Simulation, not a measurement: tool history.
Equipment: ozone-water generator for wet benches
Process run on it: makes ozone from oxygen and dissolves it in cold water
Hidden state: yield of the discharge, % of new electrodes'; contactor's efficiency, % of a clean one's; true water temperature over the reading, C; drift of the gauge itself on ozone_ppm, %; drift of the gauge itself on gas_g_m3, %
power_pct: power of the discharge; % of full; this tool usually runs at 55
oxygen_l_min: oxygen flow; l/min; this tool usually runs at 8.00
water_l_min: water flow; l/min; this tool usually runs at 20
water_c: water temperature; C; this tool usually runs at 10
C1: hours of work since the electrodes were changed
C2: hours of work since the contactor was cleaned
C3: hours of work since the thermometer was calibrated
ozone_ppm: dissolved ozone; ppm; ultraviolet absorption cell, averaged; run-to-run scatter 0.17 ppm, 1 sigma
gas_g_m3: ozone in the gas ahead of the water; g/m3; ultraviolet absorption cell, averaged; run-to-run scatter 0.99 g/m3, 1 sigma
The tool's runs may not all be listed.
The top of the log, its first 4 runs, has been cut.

{"run": 5, "hour": 221.9, "power_pct": 63, "oxygen_l_min": 8.0, "water_l_min": 20, "water_c": 10, "C1": 1876, "C2": 982, "C3": 3932, "ozone_ppm": 24.2, "gas_g_m3": 184.2}
{"run": 6, "hour": 285.0, "power_pct": 63, "oxygen_l_min": 8.0, "water_l_min": 20, "water_c": 10, "C1": 1926, "C2": 1032, "C3": 3981, "ozone_ppm": 24.3, "gas_g_m3": 182.1}
{"run": 7, "hour": 346.8, "power_pct": 63, "oxygen_l_min": 8.0, "water_l_min": 20, "water_c": 10, "C1": 1974, "C2": 1081, "C3": 4030, "ozone_ppm": 24.6, "gas_g_m3": 186.0}
{"run": 8, "hour": 398.0, "power_pct": 63, "oxygen_l_min": 8.0, "water_l_min": 20, "water_c": 11, "C1": 2014, "C2": 1121, "C3": 4070, "ozone_ppm": 23.8, "gas_g_m3": 182.7}
{"run": 9, "hour": 443.2, "power_pct": 63, "oxygen_l_min": 8.0, "water_l_min": 20, "water_c": 11, "C1": 2050, "C2": 1157, "C3": 4106, "ozone_ppm": 24.1, "gas_g_m3": 183.6}
{"run": 10, "hour": 505.0, "power_pct": 55, "oxygen_l_min": 4.1, "water_l_min": 20, "water_c": 10, "C1": 2099, "C2": 1205, "C3": 4155, "ozone_ppm": 22.6, "gas_g_m3": 253.9}
{"run": 11, "hour": 547.2, "power_pct": 55, "oxygen_l_min": 4.1, "water_l_min": 20, "water_c": 10, "C1": 2132, "C2": 1239, "C3": 4188, "ozone_ppm": 22.6, "gas_g_m3": 254.9}
{"run": 12, "hour": 610.0, "power_pct": 55, "oxygen_l_min": 4.1, "water_l_min": 20, "water_c": 10, "C1": 2181, "C2": 1288, "C3": 4237, "ozone_ppm": 22.5, "gas_g_m3": 253.2}
{"run": 13, "hour": 676.7, "power_pct": 55, "oxygen_l_min": 4.1, "water_l_min": 20, "water_c": 10, "C1": 2234, "C2": 1340, "C3": 4290, "ozone_ppm": 22.9, "gas_g_m3": 252.2}
{"run": 14, "hour": 724.7, "power_pct": 55, "oxygen_l_min": 8.0, "water_l_min": 20, "water_c": 10, "C1": 2272, "C2": 1378, "C3": 4328, "ozone_ppm": 21.8, "gas_g_m3": 166.3}
{"run": 15, "hour": 783.6, "power_pct": 55, "oxygen_l_min": 8.0, "water_l_min": 20, "water_c": 10, "C1": 2318, "C2": 1425, "C3": 4374, "ozone_ppm": 21.8, "gas_g_m3": 166.0}
{"run": 16, "hour": 841.6, "power_pct": 55, "oxygen_l_min": 8.0, "water_l_min": 20, "water_c": 10, "C1": 2364, "C2": 1470, "C3": 4420, "ozone_ppm": 21.5, "gas_g_m3": 164.5}
{"hour": 850.5, "done": "contactor cleaned"}
{"run": 17, "hour": 901.4, "power_pct": 59, "oxygen_l_min": 4.31, "water_l_min": 20, "water_c": 10, "C1": 2408, "C2": 40, "C3": 4463, "ozone_ppm": 23.7, "gas_g_m3": 254.9}
{"run": 18, "hour": 929.8, "power_pct": 55, "oxygen_l_min": 9.08, "water_l_min": 20, "water_c": 6, "C1": 2430, "C2": 62, "C3": 4486, "ozone_ppm": 22.5, "gas_g_m3": 152.5}
{"run": 19, "hour": 960.0, "power_pct": 99, "oxygen_l_min": 8.0, "water_l_min": 29, "water_c": 10, "C1": 2454, "C2": 86, "C3": 4510, "ozone_ppm": 24.5, "gas_g_m3": 256.1}
{"run": 20, "hour": 1010.8, "power_pct": 99, "oxygen_l_min": 8.0, "water_l_min": 29, "water_c": 10, "C1": 2494, "C2": 126, "C3": 4550, "ozone_ppm": 24.0, "gas_g_m3": 255.5}
{"run": 21, "hour": 1054.2, "power_pct": 66, "oxygen_l_min": 5.01, "water_l_min": 20, "water_c": 6, "C1": 2528, "C2": 160, "C3": 4584, "ozone_ppm": 26.8, "gas_g_m3": 255.1}
{"run": 22, "hour": 1119.2, "power_pct": 70, "oxygen_l_min": 10.67, "water_l_min": 13, "water_c": 6, "C1": 2579, "C2": 211, "C3": 4635, "ozone_ppm": 34.9, "gas_g_m3": 164.8}
{"run": 23, "hour": 1183.2, "power_pct": 70, "oxygen_l_min": 10.67, "water_l_min": 13, "water_c": 6, "C1": 2629, "C2": 262, "C3": 4685, "ozone_ppm": 34.4, "gas_g_m3": 164.9}
{"hour": 1218.3, "done": "contactor cleaned, once more"}
{"run": 24, "hour": 1239.6, "power_pct": 46, "oxygen_l_min": 8.9, "water_l_min": 25, "water_c": 7, "C1": 2671, "C2": 17, "C3": 4727, "ozone_ppm": 16.5, "gas_g_m3": 133.2}
{"run": 25, "hour": 1283.3, "power_pct": 46, "oxygen_l_min": 8.9, "water_l_min": 31, "water_c": 7, "C1": 2705, "C2": 51, "C3": 4761, "ozone_ppm": 13.8, "gas_g_m3": 132.6}
{"run": 26, "hour": 1334.9, "power_pct": 52, "oxygen_l_min": 8.0, "water_l_min": 20, "water_c": 10, "C1": 2746, "C2": 92, "C3": 4802, "ozone_ppm": 21.1, "gas_g_m3": 157.7}
{"run": 27, "hour": 1392.8, "power_pct": 52, "oxygen_l_min": 6.14, "water_l_min": 20, "water_c": 10, "C1": 2791, "C2": 137, "C3": 4847, "ozone_ppm": 21.6, "gas_g_m3": 188.6}
{"run": 28, "hour": 1446.9, "power_pct": 90, "oxygen_l_min": 8.0, "water_l_min": 20, "water_c": 10, "C1": 2834, "C2": 180, "C3": 4890, "ozone_ppm": 32.2, "gas_g_m3": 235.4}

The next listed run, before its measurement:
{"run": 29, "hour": 1496.9, "power_pct": 55, "oxygen_l_min": 9.97, "water_l_min": 20, "water_c": 15, "C1": 2873, "C2": 219, "C3": 4929, "ozone_ppm": "?", "gas_g_m3": "?"}

For run 29 the tool returned ozone_ppm 19.4 ppm, gas_g_m3 140.6 g/m3.
Minus the tool's unlogged condition, the same run would have read ozone_ppm 20.4 ppm, gas_g_m3 145.8 g/m3.

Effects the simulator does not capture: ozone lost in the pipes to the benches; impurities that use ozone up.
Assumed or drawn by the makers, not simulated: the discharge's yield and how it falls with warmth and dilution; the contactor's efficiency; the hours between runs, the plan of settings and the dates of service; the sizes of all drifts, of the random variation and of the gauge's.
